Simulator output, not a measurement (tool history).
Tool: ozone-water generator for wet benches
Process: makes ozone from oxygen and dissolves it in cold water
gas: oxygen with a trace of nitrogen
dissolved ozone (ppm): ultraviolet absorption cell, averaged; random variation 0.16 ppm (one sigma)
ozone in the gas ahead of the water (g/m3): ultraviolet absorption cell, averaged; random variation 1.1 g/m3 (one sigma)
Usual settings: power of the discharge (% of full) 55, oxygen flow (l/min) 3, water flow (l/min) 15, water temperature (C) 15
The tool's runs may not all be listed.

run,day,power of the discharge (% of full),oxygen flow (l/min),water flow (l/min),water temperature (C),dissolved ozone (ppm),ozone in the gas ahead of the water (g/m3)
1,0,55,3,15,15,20.5,193.2
2,4.512,55,3,15,15,20.5,193.2
3,6.458,55,3,15,15,20,193.3
4,9.183,55,3,15,15,20.5,194.3
5,11.354,55,3,15,9,21.8,194.3
6,14.708,55,3,15,9,21.6,191.7
7,18.079,55,3,15,9,21.6,191.3
8,20.879,86,3,15,9,30.6,269.8
9,24.558,86,3,15,9,30.4,273.6
10,26.917,86,3,15,9,30.4,270.9
11,30.8,86,3,15,9,30.6,270.7
# day 31.083: water thermometer calibrated
12,34.142,88,2.32,22,10,19.8,326.8
# day 37.904: water thermometer calibrated, once more
13,38.208,88,4.27,22,10,20.7,215.4
14,40.254,77,5.1,15,15,25.3,174.3
15,42.771,99,2.83,15,15,31.3,313.4
16,46.783,55,3,19,9,16.9,191.7
17,50.946,49,3,19,9,15.5,175.8
18,55.183,49,3,19,9,15.4,174.5
19,59.188,55,5.24,15,14,19,133.3
20,61.325,55,5.24,15,14,19.3,131.8
21,65.304,66,2.71,21,7,17.6,236.6
22,68.862,55,3,19,19,15.5,191

4 ways to go on from here, each from the tool as it stands after run 22. What would each give?
A,71.4,41,3,19,8,?,?
B,71.4,49,3,19,19,?,?
C,71.4,55,1.52,9,10,?,?
D,71.4,55,3,19,9,?,?

run,dissolved ozone (ppm),ozone in the gas ahead of the water (g/m3)
A,13.7,154.1
B,13.9,174.4
C,33.5,301.4
D,17,189.9
Without the tool's hidden state the same runs would have given:
run,dissolved ozone (ppm),ozone in the gas ahead of the water (g/m3)
A,14.3,156
B,14.5,177.2
C,34.5,306.8
D,17.8,193.2

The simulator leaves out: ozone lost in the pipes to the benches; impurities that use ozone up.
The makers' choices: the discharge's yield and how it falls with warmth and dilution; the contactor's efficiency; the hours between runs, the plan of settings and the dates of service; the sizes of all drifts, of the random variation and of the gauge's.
